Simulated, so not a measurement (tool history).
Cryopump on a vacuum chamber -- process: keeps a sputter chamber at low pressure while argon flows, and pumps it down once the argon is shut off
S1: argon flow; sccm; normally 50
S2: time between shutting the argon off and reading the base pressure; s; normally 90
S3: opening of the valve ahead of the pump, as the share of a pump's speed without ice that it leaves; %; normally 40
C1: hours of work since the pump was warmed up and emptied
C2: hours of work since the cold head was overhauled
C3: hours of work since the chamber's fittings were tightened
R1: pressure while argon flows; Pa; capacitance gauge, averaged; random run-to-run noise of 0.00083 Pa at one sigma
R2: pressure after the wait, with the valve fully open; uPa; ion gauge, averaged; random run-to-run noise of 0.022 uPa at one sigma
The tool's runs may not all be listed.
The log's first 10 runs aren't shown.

run    hour  S1   S2  S3   C1    C2   C3      R1    R2
 11   356.0  50   90  40   56  1021  343  0.1673  0.67
 12   378.6  50   90  40   69  1034  357  0.1702  0.69
 13   411.3  50   90  40   89  1054  376  0.1712  0.69
 14   430.0  50   90  40  100  1065  387  0.1712  0.69
 15   454.1  50   90  40  114  1079  402  0.1716  0.72
 16   478.9  65   90  40  129  1094  416  0.2217  0.68
 17   512.3  65   90  40  149  1114  436  0.2252  0.77
 18   553.6  35   83  35  173  1138  461  0.1389  0.76
 19   579.5  58   90  40  189  1153  476  0.2027  0.73
 20   615.5  37   22  39  210  1175  497  0.1328  1.76
 21   651.5  50   90  16  231  1196  519  0.4272  0.79
 22   696.3  24  195  44  258  1223  545  0.0781  0.65
 23   726.3  24  195  44  276  1240  563  0.0796  0.68
 24   768.6  48   90  37  301  1265  588  0.1872  0.84
 25   797.9  45   90  24  318  1283  605  0.2635  0.91
 26   842.9  71   90  52  345  1309  632  0.2059  0.89
 27   862.1  20   41  19  356  1321  643  0.1463  1.31
 28   885.4  20   41  45  370  1335  657  0.0668  1.22
 29   916.6  20   41  45  388  1353  676  0.0675  1.26
 30   954.0  20   54  45  410  1375  698  0.0683  1.15
 31   987.5  29  208  44  430  1395  718  0.1011  0.79
 32  1023.6  72  164  40  452  1417  739  0.2762  0.87

3 options for the next run, each taken on its own from the tool as it stands now. Forecast them:
     1058.9  -- pump warmed up, emptied and cooled again
  A  1070.1  26   90  40   7  1441  764   ?   ?
     1058.9  -- pump warmed up, emptied and cooled again
  B  1070.1  72   24  60   7  1441  764   ?   ?
     1058.9  -- pump warmed up, emptied and cooled again
  C  1070.1  72  164  52   7  1441  764   ?   ?

run      R1    R2
  A  0.0863  0.85
  B  0.1600  1.75
  C  0.1842  0.68
Had the tool no hidden state, the same runs would have come out as:
run      R1    R2
  A  0.0858  0.58
  B  0.1584  1.48
  C  0.1826  0.42

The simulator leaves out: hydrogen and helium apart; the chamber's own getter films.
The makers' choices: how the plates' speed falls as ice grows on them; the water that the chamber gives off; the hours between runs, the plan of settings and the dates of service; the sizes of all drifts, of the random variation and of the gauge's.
